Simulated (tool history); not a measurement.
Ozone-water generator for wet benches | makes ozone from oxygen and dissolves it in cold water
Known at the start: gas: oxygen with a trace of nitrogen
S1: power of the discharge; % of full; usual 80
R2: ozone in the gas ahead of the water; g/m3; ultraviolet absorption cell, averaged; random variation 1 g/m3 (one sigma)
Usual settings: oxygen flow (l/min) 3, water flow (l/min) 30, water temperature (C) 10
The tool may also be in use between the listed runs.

{"run": 1, "hour": 0.0, "S1": 80, "oxygen flow (l/min)": 3, "water flow (l/min)": 30, "water temperature (C)": 10, "dissolved ozone (ppm)": 9.4, "R2": 183.8}
{"run": 2, "hour": 144.0, "S1": 76, "oxygen flow (l/min)": 3, "water flow (l/min)": 30, "water temperature (C)": 10, "dissolved ozone (ppm)": 8.9, "R2": 177.7}
{"run": 3, "hour": 348.4, "S1": 76, "oxygen flow (l/min)": 3, "water flow (l/min)": 30, "water temperature (C)": 10, "dissolved ozone (ppm)": 8.8, "R2": 175.6}
{"run": 4, "hour": 472.4, "S1": 76, "oxygen flow (l/min)": 3, "water flow (l/min)": 30, "water temperature (C)": 10, "dissolved ozone (ppm)": 9.1, "R2": 173.7}
{"hour": 671.6, "done": "contactor cleaned"}
{"run": 5, "hour": 682.9, "S1": 76, "oxygen flow (l/min)": 3, "water flow (l/min)": 30, "water temperature (C)": 10, "dissolved ozone (ppm)": 8.8, "R2": 174.5}
{"run": 6, "hour": 848.0, "S1": 80, "oxygen flow (l/min)": 3, "water flow (l/min)": 33, "water temperature (C)": 10, "dissolved ozone (ppm)": 8.4, "R2": 181.7}
{"run": 7, "hour": 969.7, "S1": 80, "oxygen flow (l/min)": 3, "water flow (l/min)": 33, "water temperature (C)": 10, "dissolved ozone (ppm)": 8.4, "R2": 182.5}
{"run": 8, "hour": 1103.5, "S1": 80, "oxygen flow (l/min)": 3.31, "water flow (l/min)": 30, "water temperature (C)": 10, "dissolved ozone (ppm)": 9.4, "R2": 173.1}
{"run": 9, "hour": 1222.0, "S1": 80, "oxygen flow (l/min)": 3.31, "water flow (l/min)": 30, "water temperature (C)": 10, "dissolved ozone (ppm)": 9.6, "R2": 172.2}
{"run": 10, "hour": 1402.0, "S1": 80, "oxygen flow (l/min)": 3.31, "water flow (l/min)": 30, "water temperature (C)": 10, "dissolved ozone (ppm)": 9.5, "R2": 174.7}
{"run": 11, "hour": 1598.9, "S1": 80, "oxygen flow (l/min)": 3, "water flow (l/min)": 30, "water temperature (C)": 14, "dissolved ozone (ppm)": 9, "R2": 181.6}
{"run": 12, "hour": 1744.0, "S1": 58, "oxygen flow (l/min)": 3, "water flow (l/min)": 30, "water temperature (C)": 10, "dissolved ozone (ppm)": 7.1, "R2": 138.4}
{"run": 13, "hour": 1880.4, "S1": 58, "oxygen flow (l/min)": 3.41, "water flow (l/min)": 23, "water temperature (C)": 10, "dissolved ozone (ppm)": 10, "R2": 130.9}
{"run": 14, "hour": 2094.0, "S1": 65, "oxygen flow (l/min)": 3.41, "water flow (l/min)": 23, "water temperature (C)": 16, "dissolved ozone (ppm)": 10.3, "R2": 143.1}
{"run": 15, "hour": 2203.3, "S1": 93, "oxygen flow (l/min)": 2.26, "water flow (l/min)": 35, "water temperature (C)": 10, "dissolved ozone (ppm)": 7.9, "R2": 233.7}
{"run": 16, "hour": 2308.6, "S1": 66, "oxygen flow (l/min)": 3, "water flow (l/min)": 30, "water temperature (C)": 10, "dissolved ozone (ppm)": 8, "R2": 153.1}
{"run": 17, "hour": 2400.6, "S1": 43, "oxygen flow (l/min)": 2.21, "water flow (l/min)": 30, "water temperature (C)": 15, "dissolved ozone (ppm)": 4.9, "R2": 125.5}
{"run": 18, "hour": 2590.1, "S1": 43, "oxygen flow (l/min)": 2.21, "water flow (l/min)": 30, "water temperature (C)": 15, "dissolved ozone (ppm)": 5, "R2": 125.7}
{"run": 19, "hour": 2797.2, "S1": 43, "oxygen flow (l/min)": 2.21, "water flow (l/min)": 30, "water temperature (C)": 15, "dissolved ozone (ppm)": 5, "R2": 124.6}

Run 20 comes next. What will it give?
{"run": 20, "hour": 2983.9, "S1": 53, "oxygen flow (l/min)": 2.21, "water flow (l/min)": 47, "water temperature (C)": 12, "dissolved ozone (ppm)": "?", "R2": "?"}

{"run 20": {"dissolved ozone (ppm)": 3.3, "R2": 148.6}}
Without the tool's hidden state the same run would have given dissolved ozone (ppm) 3.3, R2 152.7 g/m3.
